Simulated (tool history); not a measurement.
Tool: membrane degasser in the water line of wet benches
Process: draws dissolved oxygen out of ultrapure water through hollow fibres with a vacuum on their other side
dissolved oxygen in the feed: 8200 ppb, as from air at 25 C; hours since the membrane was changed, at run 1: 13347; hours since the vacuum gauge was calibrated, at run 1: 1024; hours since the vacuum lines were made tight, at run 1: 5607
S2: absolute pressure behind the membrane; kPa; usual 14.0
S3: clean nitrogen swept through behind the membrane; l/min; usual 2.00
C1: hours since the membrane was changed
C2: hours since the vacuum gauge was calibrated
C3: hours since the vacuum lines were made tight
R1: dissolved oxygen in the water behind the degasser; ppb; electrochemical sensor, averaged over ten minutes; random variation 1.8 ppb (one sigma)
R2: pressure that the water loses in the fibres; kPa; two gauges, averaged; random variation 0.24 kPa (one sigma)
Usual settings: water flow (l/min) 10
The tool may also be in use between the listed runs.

Run 1, hour 0.0: usual settings; C1 13347; C2 1024; C3 5607. Result: R1 192.3 ppb, R2 63.14 kPa.
Run 2, hour 295.8: usual settings; C1 13643; C2 1320; C3 5902. Result: R1 190.8 ppb, R2 63.40 kPa.
Run 3, hour 541.3: usual settings; C1 13888; C2 1566; C3 6148. Result: R1 196.8 ppb, R2 63.39 kPa.
Run 4, hour 811.4: usual settings; C1 14158; C2 1836; C3 6418. Result: R1 196.1 ppb, R2 63.51 kPa.
Run 5, hour 969.5: usual settings but S2 8.8 kPa; C1 14316; C2 1994; C3 6576. Result: R1 130.6 ppb, R2 63.23 kPa.
Run 6, hour 1116.3: usual settings but S2 8.8 kPa; C1 14463; C2 2140; C3 6723. Result: R1 131.3 ppb, R2 63.15 kPa.
Run 7, hour 1392.6: usual settings but S2 8.8 kPa; C1 14740; C2 2417; C3 6999. Result: R1 131.5 ppb, R2 63.82 kPa.
Run 8, hour 1549.2: usual settings but S3 1.64 l/min; C1 14896; C2 2573; C3 7156. Result: R1 218.5 ppb, R2 63.73 kPa.
Run 9, hour 1854.5: usual settings but S2 24.7 kPa; C1 15202; C2 2879; C3 7461. Result: R1 320.3 ppb, R2 64.01 kPa.
Run 10, hour 2051.5: usual settings but S2 24.7 kPa; C1 15399; C2 3076; C3 7658. Result: R1 323.7 ppb, R2 63.67 kPa.
Run 11, hour 2218.4: usual settings; C1 15565; C2 3243; C3 7825. Result: R1 191.8 ppb, R2 63.82 kPa.
Run 12, hour 2541.3: usual settings; C1 15888; C2 3565; C3 8148. Result: R1 193.8 ppb, R2 63.78 kPa.
Run 13, hour 2851.4: usual settings but S2 28.2 kPa; C1 16198; C2 3876; C3 8458. Result: R1 365.2 ppb, R2 63.89 kPa.
Run 14, hour 3092.7: usual settings but water flow (l/min) 7, S2 28.2 kPa; C1 16440; C2 4117; C3 8699. Result: R1 240.2 ppb, R2 44.47 kPa.
Run 15, hour 3377.6: usual settings but water flow (l/min) 13, S2 10.0 kPa; C1 16725; C2 4402; C3 8984. Result: R1 231.0 ppb, R2 83.39 kPa.
Run 16, hour 3669.9: usual settings but S2 8.7 kPa, S3 2.74 l/min; C1 17017; C2 4694; C3 9276. Result: R1 116.7 ppb, R2 64.44 kPa.
Run 17, hour 3951.5: usual settings but S2 8.7 kPa, S3 2.74 l/min; C1 17298; C2 4976; C3 9558. Result: R1 116.0 ppb, R2 63.90 kPa.

The next listed run, before its measurement:
Run 18, hour 4204.6: usual settings but water flow (l/min) 11; C1 17552; C2 5229; C3 9811. Result: R1 ?, R2 ?.

Run 18 gave R1 230.1 ppb, R2 70.32 kPa.
Without the tool's hidden state the same run would have given R1 206.3 ppb, R2 66.47 kPa.
